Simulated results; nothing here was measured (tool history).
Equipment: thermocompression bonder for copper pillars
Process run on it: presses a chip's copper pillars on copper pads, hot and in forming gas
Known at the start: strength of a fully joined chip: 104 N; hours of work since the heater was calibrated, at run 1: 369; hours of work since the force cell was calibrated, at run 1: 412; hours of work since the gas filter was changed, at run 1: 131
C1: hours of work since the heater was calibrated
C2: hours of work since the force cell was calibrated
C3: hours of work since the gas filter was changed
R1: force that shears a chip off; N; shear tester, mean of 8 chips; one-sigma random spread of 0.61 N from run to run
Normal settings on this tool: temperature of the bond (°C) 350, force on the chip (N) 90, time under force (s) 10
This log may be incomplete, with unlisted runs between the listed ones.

{"run": 1, "hour": 0.0, "temperature of the bond (°C)": 350, "force on the chip (N)": 90, "time under force (s)": 10, "C1": 369, "C2": 412, "C3": 131, "R1": 62.0}
{"run": 2, "hour": 11.1, "temperature of the bond (°C)": 350, "force on the chip (N)": 80, "time under force (s)": 10, "C1": 377, "C2": 420, "C3": 139, "R1": 57.3}
{"run": 3, "hour": 19.2, "temperature of the bond (°C)": 350, "force on the chip (N)": 90, "time under force (s)": 8, "C1": 382, "C2": 426, "C3": 145, "R1": 57.2}
{"run": 4, "hour": 31.8, "temperature of the bond (°C)": 350, "force on the chip (N)": 90, "time under force (s)": 10, "C1": 391, "C2": 435, "C3": 154, "R1": 59.8}
{"run": 5, "hour": 38.5, "temperature of the bond (°C)": 350, "force on the chip (N)": 90, "time under force (s)": 10, "C1": 396, "C2": 440, "C3": 159, "R1": 59.9}
{"run": 6, "hour": 46.8, "temperature of the bond (°C)": 350, "force on the chip (N)": 90, "time under force (s)": 10, "C1": 402, "C2": 446, "C3": 165, "R1": 60.2}
{"run": 7, "hour": 57.2, "temperature of the bond (°C)": 350, "force on the chip (N)": 90, "time under force (s)": 10, "C1": 410, "C2": 453, "C3": 172, "R1": 60.1}
{"run": 8, "hour": 67.9, "temperature of the bond (°C)": 350, "force on the chip (N)": 90, "time under force (s)": 10, "C1": 417, "C2": 461, "C3": 180, "R1": 58.2}
{"run": 9, "hour": 74.3, "temperature of the bond (°C)": 350, "force on the chip (N)": 90, "time under force (s)": 10, "C1": 422, "C2": 465, "C3": 185, "R1": 59.1}
{"run": 10, "hour": 82.5, "temperature of the bond (°C)": 349, "force on the chip (N)": 90, "time under force (s)": 10, "C1": 428, "C2": 471, "C3": 191, "R1": 58.2}
{"run": 11, "hour": 91.8, "temperature of the bond (°C)": 349, "force on the chip (N)": 90, "time under force (s)": 10, "C1": 435, "C2": 478, "C3": 197, "R1": 58.5}
{"run": 12, "hour": 99.1, "temperature of the bond (°C)": 350, "force on the chip (N)": 90, "time under force (s)": 5, "C1": 440, "C2": 483, "C3": 203, "R1": 46.7}
{"run": 13, "hour": 108.1, "temperature of the bond (°C)": 350, "force on the chip (N)": 90, "time under force (s)": 12, "C1": 446, "C2": 490, "C3": 209, "R1": 62.8}
{"run": 14, "hour": 121.5, "temperature of the bond (°C)": 350, "force on the chip (N)": 90, "time under force (s)": 22, "C1": 456, "C2": 499, "C3": 219, "R1": 71.9}
{"run": 15, "hour": 130.0, "temperature of the bond (°C)": 379, "force on the chip (N)": 71, "time under force (s)": 19, "C1": 462, "C2": 505, "C3": 225, "R1": 77.6}
{"run": 16, "hour": 136.1, "temperature of the bond (°C)": 379, "force on the chip (N)": 71, "time under force (s)": 19, "C1": 466, "C2": 510, "C3": 229, "R1": 76.1}
{"run": 17, "hour": 146.0, "temperature of the bond (°C)": 379, "force on the chip (N)": 71, "time under force (s)": 15, "C1": 473, "C2": 517, "C3": 236, "R1": 72.9}
{"hour": 151.7, "done": "forming gas filter changed"}
{"run": 18, "hour": 156.7, "temperature of the bond (°C)": 379, "force on the chip (N)": 71, "time under force (s)": 15, "C1": 481, "C2": 524, "C3": 4, "R1": 80.0}
{"run": 19, "hour": 163.1, "temperature of the bond (°C)": 379, "force on the chip (N)": 71, "time under force (s)": 15, "C1": 485, "C2": 529, "C3": 8, "R1": 80.0}
{"run": 20, "hour": 176.9, "temperature of the bond (°C)": 359, "force on the chip (N)": 71, "time under force (s)": 15, "C1": 495, "C2": 539, "C3": 18, "R1": 69.7}
{"run": 21, "hour": 183.4, "temperature of the bond (°C)": 341, "force on the chip (N)": 132, "time under force (s)": 23, "C1": 500, "C2": 543, "C3": 23, "R1": 83.0}
{"run": 22, "hour": 192.7, "temperature of the bond (°C)": 360, "force on the chip (N)": 58, "time under force (s)": 20, "C1": 507, "C2": 550, "C3": 29, "R1": 70.4}
{"run": 23, "hour": 206.9, "temperature of the bond (°C)": 376, "force on the chip (N)": 135, "time under force (s)": 8, "C1": 517, "C2": 560, "C3": 40, "R1": 82.4}
{"run": 24, "hour": 212.7, "temperature of the bond (°C)": 358, "force on the chip (N)": 61, "time under force (s)": 10, "C1": 521, "C2": 564, "C3": 44, "R1": 57.6}
{"run": 25, "hour": 224.6, "temperature of the bond (°C)": 350, "force on the chip (N)": 129, "time under force (s)": 18, "C1": 530, "C2": 573, "C3": 52, "R1": 82.0}
{"run": 26, "hour": 231.7, "temperature of the bond (°C)": 350, "force on the chip (N)": 129, "time under force (s)": 18, "C1": 535, "C2": 578, "C3": 57, "R1": 83.2}

4 ways to go on from here, each from the tool as it stands after run 26. What would each give?
{"run": "A", "hour": 245.1, "temperature of the bond (°C)": 350, "force on the chip (N)": 57, "time under force (s)": 18, "C1": 544, "C2": 588, "C3": 67, "R1": "?"}
{"run": "B", "hour": 245.1, "temperature of the bond (°C)": 377, "force on the chip (N)": 88, "time under force (s)": 6, "C1": 544, "C2": 588, "C3": 67, "R1": "?"}
{"run": "C", "hour": 245.1, "temperature of the bond (°C)": 323, "force on the chip (N)": 79, "time under force (s)": 18, "C1": 544, "C2": 588, "C3": 67, "R1": "?"}
{"run": "D", "hour": 245.1, "temperature of the bond (°C)": 346, "force on the chip (N)": 135, "time under force (s)": 10, "C1": 544, "C2": 588, "C3": 67, "R1": "?"}

run=A R1=62.7
run=B R1=67.3
run=C R1=56.6
run=D R1=70.8
What these runs would have given with no unlogged condition in the tool:
run=A R1=62.5
run=B R1=67.4
run=C R1=56.1
run=D R1=70.8
